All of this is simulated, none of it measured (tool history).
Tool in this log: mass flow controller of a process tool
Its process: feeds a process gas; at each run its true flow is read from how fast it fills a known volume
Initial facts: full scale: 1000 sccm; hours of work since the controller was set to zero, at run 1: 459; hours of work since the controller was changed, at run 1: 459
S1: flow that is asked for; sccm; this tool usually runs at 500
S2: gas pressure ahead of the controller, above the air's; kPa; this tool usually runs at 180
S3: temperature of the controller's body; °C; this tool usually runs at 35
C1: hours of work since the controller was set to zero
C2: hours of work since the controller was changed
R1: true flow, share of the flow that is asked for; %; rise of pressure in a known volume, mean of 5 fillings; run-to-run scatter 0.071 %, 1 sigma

| run | hour | S1 | S2 | S3 | C1 | C2 | R1 |
|---|---|---|---|---|---|---|---|
| 1 | 0.0 | 500 | 180 | 35 | 459 | 459 | 100.29 |
| 2 | 76.0 | 500 | 180 | 35 | 511 | 511 | 100.16 |
| 3 | 142.7 | 500 | 180 | 35 | 557 | 557 | 100.10 |
| 4 | 213.2 | 119 | 180 | 35 | 606 | 606 | 100.07 |
| 5 | 290.2 | 500 | 180 | 29 | 659 | 659 | 99.81 |
| 6 | 334.5 | 500 | 180 | 29 | 690 | 690 | 99.78 |
| 7 | 378.8 | 232 | 154 | 34 | 720 | 720 | 99.97 |
| 8 | 423.3 | 341 | 246 | 21 | 751 | 751 | 98.70 |
| 9 | 466.3 | 341 | 246 | 21 | 780 | 780 | 98.65 |
| 10 | 519.3 | 141 | 180 | 35 | 817 | 817 | 99.62 |

What if the next run were any one of these 4? Each begins from the tool's condition after run 10:
| A | 560.6 | 500 | 188 | 33 | 845 | 845 | ? |
| B | 560.6 | 870 | 174 | 22 | 845 | 845 | ? |
| C | 560.6 | 141 | 196 | 35 | 845 | 845 | ? |
| D | 560.6 | 345 | 260 | 35 | 845 | 845 | ? |

| run | R1 |
|---|---|
| A | 99.61 |
| B | 99.49 |
| C | 99.59 |
| D | 99.36 |
With no hidden state in the tool, these same runs would have given:
| run | R1 |
|---|---|
| A | 100.05 |
| B | 99.93 |
| C | 100.03 |
| D | 99.80 |
